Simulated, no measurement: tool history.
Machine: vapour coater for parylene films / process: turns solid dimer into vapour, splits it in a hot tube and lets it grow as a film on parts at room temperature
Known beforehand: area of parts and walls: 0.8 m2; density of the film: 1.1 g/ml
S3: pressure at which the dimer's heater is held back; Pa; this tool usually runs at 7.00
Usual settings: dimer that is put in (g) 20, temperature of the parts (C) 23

Run 1, hour 0.0: usual settings. Result: thickness of the film (nm) 13510.
Run 2, hour 11.4: usual settings. Result: thickness of the film (nm) 13420.
Run 3, hour 25.5: usual settings. Result: thickness of the film (nm) 13600.
Run 4, hour 40.7: usual settings. Result: thickness of the film (nm) 13300.
Run 5, hour 59.5: usual settings. Result: thickness of the film (nm) 13180.
At hour 64.6: trap's valve overhauled.
Run 6, hour 74.5: usual settings. Result: thickness of the film (nm) 12390.
Run 7, hour 87.0: usual settings. Result: thickness of the film (nm) 12590.
Run 8, hour 105.4: usual settings. Result: thickness of the film (nm) 12420.
Run 9, hour 125.2: usual settings. Result: thickness of the film (nm) 12610.
Run 10, hour 140.0: usual settings but dimer that is put in (g) 13. Result: thickness of the film (nm) 8080.
Run 11, hour 148.7: usual settings but dimer that is put in (g) 15, temperature of the parts (C) 19, S3 8.83 Pa. Result: thickness of the film (nm) 9710.
Run 12, hour 157.6: usual settings but dimer that is put in (g) 15, temperature of the parts (C) 19, S3 8.83 Pa. Result: thickness of the film (nm) 9740.
Run 13, hour 172.3: usual settings but dimer that is put in (g) 9, temperature of the parts (C) 18. Result: thickness of the film (nm) 6160.
At hour 187.1: trap's valve overhauled, once more.
Run 14, hour 196.9: usual settings but dimer that is put in (g) 19, temperature of the parts (C) 18, S3 8.13 Pa. Result: thickness of the film (nm) 15530.
Run 15, hour 216.1: usual settings but dimer that is put in (g) 26, temperature of the parts (C) 18, S3 4.24 Pa. Result: thickness of the film (nm) 22630.
Run 16, hour 237.3: usual settings but dimer that is put in (g) 22, temperature of the parts (C) 28, S3 2.15 Pa. Result: thickness of the film (nm) 17070.

Run 17 has not been measured yet. What should we expect?
Run 17, hour 246.5: usual settings but dimer that is put in (g) 22, temperature of the parts (C) 26, S3 2.61 Pa. Result: thickness of the film (nm) ?.

thickness of the film (nm): 16970
On a tool with no hidden condition, and with the same random variation, this run would have come out at thickness of the film (nm) 17060.
